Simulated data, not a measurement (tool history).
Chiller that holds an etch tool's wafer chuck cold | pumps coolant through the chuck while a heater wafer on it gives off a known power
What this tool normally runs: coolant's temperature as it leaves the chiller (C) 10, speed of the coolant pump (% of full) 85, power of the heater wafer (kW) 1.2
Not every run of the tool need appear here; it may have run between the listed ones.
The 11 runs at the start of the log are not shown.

| run | hour | coolant's temperature as it leaves the chiller (C) | speed of the coolant pump (% of full) | power of the heater wafer (kW) | chuck's temperature once it has settled (K) | how much warmer the coolant comes back (C) |
|---|---|---|---|---|---|---|
| 12 | 343.2 | 10 | 60 | 0.667 | 290.45 | 2.91 |
| 13 | 366.9 | 10 | 60 | 0.667 | 290.25 | 2.88 |
|  | 395.3 | chiller's thermometer calibrated, once more |
| 14 | 401.4 | 10 | 60 | 0.667 | 291.05 | 2.87 |
| 15 | 425.8 | 11 | 85 | 1.2 | 295.05 | 3.72 |
| 16 | 472.2 | 11 | 85 | 1.2 | 294.85 | 3.72 |
| 17 | 506 | 7 | 85 | 1.581 | 294.45 | 4.91 |
| 18 | 535.5 | 10 | 85 | 1.032 | 292.35 | 3.21 |
| 19 | 579.2 | 15 | 92 | 1.059 | 297.15 | 3.06 |
| 20 | 604.6 | 15 | 61 | 1.014 | 300.35 | 4.31 |
| 21 | 638.9 | 4 | 78 | 1.671 | 293.25 | 5.61 |

Expected results for the next run?
| 22 | 661.6 | 20 | 85 | 1.2 | ? | ? |

Run 22 measured chuck's temperature once it has settled (K) 303.85, how much warmer the coolant comes back (C) 3.73.
The same run, on a tool lacking any hidden state, would have yielded chuck's temperature once it has settled (K) 303.45, how much warmer the coolant comes back (C) 3.72.
